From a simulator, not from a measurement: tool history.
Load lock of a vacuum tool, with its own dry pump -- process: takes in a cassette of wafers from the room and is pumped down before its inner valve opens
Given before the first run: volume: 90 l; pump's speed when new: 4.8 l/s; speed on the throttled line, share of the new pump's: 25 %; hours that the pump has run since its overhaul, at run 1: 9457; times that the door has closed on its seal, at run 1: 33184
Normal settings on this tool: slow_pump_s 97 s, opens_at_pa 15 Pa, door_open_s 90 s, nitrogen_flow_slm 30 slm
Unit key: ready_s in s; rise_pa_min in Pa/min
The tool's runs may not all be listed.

run,hour,slow_pump_s,opens_at_pa,door_open_s,nitrogen_flow_slm,hours that the pump has run since its overhaul,times that the door has closed on its seal,"incoming humidity of the room's air, %",ready_s,rise_pa_min
1,0,97,15,90,30,9457,33184,47.3,255.5,0.311
2,132.8,97,15,90,30,9590,33791,47.4,254.9,0.322
# hour 209: door's seal changed, seat wiped
3,261.6,97,15,90,30,9717,240,42.9,254.5,0.015
4,425.7,97,15,90,30,9881,989,43.4,255.4,0.021
5,602.5,97,15,90,30,10058,1797,46.7,253.6,0.02
6,804.6,97,15,90,30,10260,2719,42.8,254.6,0.027
7,978.9,97,15,90,30,10434,3515,42.9,256.8,0.023
8,1188.8,97,15,77,30,10644,4473,45.3,254.6,0.036
# hour 1417.8: dry pump taken out, an overhauled one fitted
9,1417.8,97,10,90,30,0,5491,45.9,242,0.038
10,1647.1,97,15,90,9,229,6538,44,236.8,0.058
11,1835.4,97,15,90,9,418,7398,48.1,236.2,0.074
12,2020.3,97,15,90,9,603,8242,48.2,237.1,0.075
13,2241.2,97,15,90,9,823,9251,44.5,236.6,0.075
14,2432.8,97,15,90,9,1015,10125,44.8,236.6,0.08
15,2664.9,50,15,90,30,1247,11185,45.6,202.4,0.066
16,2885.5,50,15,90,30,1468,12192,47,202.9,0.076
17,3056.7,50,15,90,30,1639,12974,47.5,202.6,0.083
18,3194,97,15,90,9,1776,13601,44.8,240.3,0.105
19,3435.3,97,15,90,30,2018,14703,44.1,241.4,0.092
20,3548.1,97,15,96,30,2130,15218,41.8,240.5,0.101
21,3695,97,15,192,30,2277,15889,42.8,237.3,0.118
22,3842.8,97,15,192,30,2425,16563,45.7,237,0.119
23,4053.3,75,13,68,4,2636,17524,43.2,225.5,0.141
24,4293.2,165,13,211,4,2875,18620,44.3,291.2,0.204
25,4534.8,97,15,39,30,3117,19723,45.7,238.8,0.134
26,4638.7,97,15,39,30,3221,20197,46.1,240.2,0.143
27,4795.8,97,11,88,18,3378,20914,44,244.3,0.157
28,4999.1,97,11,88,18,3581,21842,47.4,247.1,0.169
29,5099.4,97,11,88,18,3682,22300,47,248.3,0.179
30,5236.4,97,11,88,18,3819,22926,45.1,248,0.184
31,5454.6,97,11,88,18,4037,23922,46.9,248.9,0.193
32,5563.1,97,11,88,18,4145,24417,47.1,248.4,0.198
33,5750.3,97,11,88,18,4333,25272,46.9,246.4,0.216
34,5946,61,11,105,13,4528,26166,44.6,221.5,0.225
35,6081.3,61,11,105,13,4664,26784,44.2,223.8,0.236
36,6234.9,61,11,105,13,4817,27485,44.1,222.8,0.251
37,6377.4,61,11,105,10,4960,28135,44.9,222.4,0.264
38,6485,61,11,105,10,5067,28626,44.3,222.2,0.274

What differs in the tool's unlogged condition from the final listed run ahead of each entry between runs to the first listed run following it?
Logged between run 2 and run 3: door's seal changed, seat wiped (hour 209)
  pump's speed, % of a new pump's: 89.7 -> 89.6; leak at the door's seal, Pa l/s: 0.4576 -> 0.0022
  measured minus no-state result, ready_s: +16.3 -> +16.4 s; rise_pa_min: +0.309 -> +0 Pa/min
Logged between run 8 and run 9: dry pump taken out, an overhauled one fitted (hour 1417.8)
  pump's speed, % of a new pump's: 88.7 -> 101.6; leak at the door's seal, Pa l/s: 0.024 -> 0.0308
  measured minus no-state result, ready_s: +17.9 -> -2.3 s; rise_pa_min: +0.015 -> +0.019 Pa/min
